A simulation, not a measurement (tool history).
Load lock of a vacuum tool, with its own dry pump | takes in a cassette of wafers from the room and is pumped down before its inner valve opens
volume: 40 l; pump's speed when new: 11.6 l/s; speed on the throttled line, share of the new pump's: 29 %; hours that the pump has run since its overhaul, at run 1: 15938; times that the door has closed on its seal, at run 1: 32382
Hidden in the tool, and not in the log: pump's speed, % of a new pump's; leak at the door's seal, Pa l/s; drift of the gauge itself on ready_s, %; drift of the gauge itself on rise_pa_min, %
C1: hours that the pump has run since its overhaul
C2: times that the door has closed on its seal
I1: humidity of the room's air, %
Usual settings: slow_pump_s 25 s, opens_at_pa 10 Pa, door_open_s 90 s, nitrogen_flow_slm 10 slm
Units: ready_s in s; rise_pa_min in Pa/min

Run 1, hour 0.0: usual settings; C1 15938; C2 32382; I1 44.7. Result: ready_s 49.4 s, rise_pa_min 0.049 Pa/min.
Run 2, hour 451.7: usual settings but door_open_s 50 s; C1 16390; C2 34138; I1 47.5. Result: ready_s 49.6 s, rise_pa_min 0.042 Pa/min.
Run 3, hour 852.1: usual settings but door_open_s 50 s; C1 16790; C2 35695; I1 45.9. Result: ready_s 49.4 s, rise_pa_min 0.042 Pa/min.
Run 4, hour 1301.1: usual settings but door_open_s 50 s; C1 17239; C2 37440; I1 44.6. Result: ready_s 49.2 s, rise_pa_min 0.035 Pa/min.
At hour 1794.8: dry pump taken out, an overhauled one fitted.
Run 5, hour 1857.2: usual settings but door_open_s 50 s; C1 62; C2 39578; I1 43.7. Result: ready_s 49.6 s, rise_pa_min 0.038 Pa/min.
Run 6, hour 2451.1: usual settings but nitrogen_flow_slm 30 slm; C1 656; C2 41887; I1 45.6. Result: ready_s 49.4 s, rise_pa_min 0.034 Pa/min.
Run 7, hour 2701.4: usual settings but nitrogen_flow_slm 30 slm; C1 907; C2 42860; I1 44.5. Result: ready_s 49.3 s, rise_pa_min 0.037 Pa/min.
Run 8, hour 3045.5: usual settings; C1 1251; C2 44198; I1 46.9. Result: ready_s 49.4 s, rise_pa_min 0.054 Pa/min.
Run 9, hour 3506.1: usual settings; C1 1711; C2 45988; I1 45.8. Result: ready_s 49.5 s, rise_pa_min 0.055 Pa/min.
Run 10, hour 3973.6: usual settings but nitrogen_flow_slm 11 slm; C1 2179; C2 47806; I1 45.6. Result: ready_s 49.7 s, rise_pa_min 0.052 Pa/min.
Run 11, hour 4412.1: usual settings but door_open_s 97 s, nitrogen_flow_slm 11 slm; C1 2617; C2 49510; I1 45.0. Result: ready_s 49.7 s, rise_pa_min 0.052 Pa/min.
Run 12, hour 4708.8: usual settings but door_open_s 97 s, nitrogen_flow_slm 11 slm; C1 2914; C2 50664; I1 43.0. Result: ready_s 49.4 s, rise_pa_min 0.050 Pa/min.
Run 13, hour 5246.4: usual settings but door_open_s 97 s, nitrogen_flow_slm 11 slm; C1 3452; C2 52753; I1 42.6. Result: ready_s 49.4 s, rise_pa_min 0.050 Pa/min.
Run 14, hour 5844.0: usual settings; C1 4049; C2 55076; I1 44.9. Result: ready_s 49.4 s, rise_pa_min 0.054 Pa/min.
Run 15, hour 6239.3: usual settings; C1 4444; C2 56613; I1 47.5. Result: ready_s 49.9 s, rise_pa_min 0.050 Pa/min.
Run 16, hour 6835.1: usual settings but slow_pump_s 44 s; C1 5040; C2 58929; I1 43.9. Result: ready_s 62.9 s, rise_pa_min 0.052 Pa/min.
Run 17, hour 7430.1: usual settings but slow_pump_s 44 s; C1 5635; C2 61242; I1 46.5. Result: ready_s 62.6 s, rise_pa_min 0.052 Pa/min.
Run 18, hour 7778.7: usual settings but nitrogen_flow_slm 12 slm; C1 5984; C2 62597; I1 48.4. Result: ready_s 50.0 s, rise_pa_min 0.058 Pa/min.
Run 19, hour 8340.7: usual settings but nitrogen_flow_slm 12 slm; C1 6546; C2 64782; I1 45.4. Result: ready_s 49.6 s, rise_pa_min 0.048 Pa/min.
Run 20, hour 8594.1: usual settings but slow_pump_s 33 s; C1 6799; C2 65767; I1 44.0. Result: ready_s 54.9 s, rise_pa_min 0.051 Pa/min.
Run 21, hour 8951.6: usual settings but slow_pump_s 38 s, door_open_s 177 s; C1 7157; C2 67157; I1 44.7. Result: ready_s 58.4 s, rise_pa_min 0.071 Pa/min.
Run 22, hour 9409.0: usual settings but slow_pump_s 38 s, opens_at_pa 7 Pa, door_open_s 136 s, nitrogen_flow_slm 8 slm; C1 7614; C2 68935; I1 42.6. Result: ready_s 59.9 s, rise_pa_min 0.063 Pa/min.
Run 23, hour 9999.2: usual settings but slow_pump_s 38 s, opens_at_pa 7 Pa, door_open_s 136 s, nitrogen_flow_slm 8 slm; C1 8204; C2 71229; I1 44.2. Result: ready_s 59.9 s, rise_pa_min 0.069 Pa/min.
Run 24, hour 10404.9: usual settings but slow_pump_s 38 s, opens_at_pa 7 Pa, door_open_s 136 s, nitrogen_flow_slm 8 slm; C1 8610; C2 72806; I1 47.4. Result: ready_s 60.3 s, rise_pa_min 0.073 Pa/min.
At hour 10528.5: door's seal changed, seat wiped.
Run 25, hour 10952.5: usual settings but slow_pump_s 38 s, opens_at_pa 7 Pa, door_open_s 136 s, nitrogen_flow_slm 8 slm; C1 9156; C2 1648; I1 43.3. Result: ready_s 59.9 s, rise_pa_min 0.064 Pa/min.
Run 26, hour 11257.1: usual settings but slow_pump_s 19 s, opens_at_pa 7 Pa, door_open_s 138 s, nitrogen_flow_slm 8 slm; C1 9461; C2 2832; I1 46.4. Result: ready_s 46.5 s, rise_pa_min 0.069 Pa/min.
Run 27, hour 11504.4: usual settings but opens_at_pa 9 Pa, nitrogen_flow_slm 5 slm; C1 9708; C2 3794; I1 45.0. Result: ready_s 49.8 s, rise_pa_min 0.059 Pa/min.
Run 28, hour 12008.5: usual settings but slow_pump_s 49 s, opens_at_pa 18 Pa; C1 10212; C2 5753; I1 45.1. Result: ready_s 64.0 s, rise_pa_min 0.048 Pa/min.
Run 29, hour 12346.9: usual settings but door_open_s 38 s, nitrogen_flow_slm 7 slm; C1 10551; C2 7069; I1 42.8. Result: ready_s 49.7 s, rise_pa_min 0.028 Pa/min.
Run 30, hour 12734.8: usual settings but door_open_s 38 s, nitrogen_flow_slm 7 slm; C1 10939; C2 8577; I1 43.2. Result: ready_s 49.5 s, rise_pa_min 0.031 Pa/min.
Run 31, hour 13085.5: usual settings but slow_pump_s 17 s, opens_at_pa 7 Pa, door_open_s 158 s, nitrogen_flow_slm 6 slm; C1 11289; C2 9940; I1 46.6. Result: ready_s 45.2 s, rise_pa_min 0.077 Pa/min.
Run 32, hour 13396.7: usual settings but slow_pump_s 13 s, nitrogen_flow_slm 11 slm; C1 11600; C2 11150; I1 45.3. Result: ready_s 41.3 s, rise_pa_min 0.049 Pa/min.
Run 33, hour 13664.7: usual settings but slow_pump_s 45 s, door_open_s 77 s, nitrogen_flow_slm 7 slm; C1 11868; C2 12191; I1 49.7. Result: ready_s 63.3 s, rise_pa_min 0.056 Pa/min.
Run 34, hour 14052.1: usual settings but slow_pump_s 18 s, opens_at_pa 20 Pa, door_open_s 77 s, nitrogen_flow_slm 7 slm; C1 12256; C2 13698; I1 45.2. Result: ready_s 42.0 s, rise_pa_min 0.048 Pa/min.
Run 35, hour 14331.7: usual settings but slow_pump_s 26 s, opens_at_pa 11 Pa, door_open_s 29 s, nitrogen_flow_slm 14 slm; C1 12535; C2 14784; I1 46.4. Result: ready_s 49.8 s, rise_pa_min 0.033 Pa/min.
Run 36, hour 14788.7: usual settings but slow_pump_s 26 s, opens_at_pa 11 Pa, door_open_s 29 s, nitrogen_flow_slm 7 slm; C1 12992; C2 16561; I1 47.4. Result: ready_s 50.1 s, rise_pa_min 0.033 Pa/min.
Run 37, hour 15218.1: usual settings but slow_pump_s 22 s, opens_at_pa 11 Pa, door_open_s 29 s, nitrogen_flow_slm 7 slm; C1 13422; C2 18230; I1 46.4. Result: ready_s 46.7 s, rise_pa_min 0.026 Pa/min.

Hidden state at the last listed run before each entry between runs and at the first one after, where it differs:
Between runs 4 and 5: dry pump taken out, an overhauled one fitted (hour 1794.8)
  leak at the door's seal, Pa l/s: 0.0022 -> 0.0023
Between runs 24 and 25: door's seal changed, seat wiped (hour 10528.5)
  leak at the door's seal, Pa l/s: 0.0027 -> 0.002
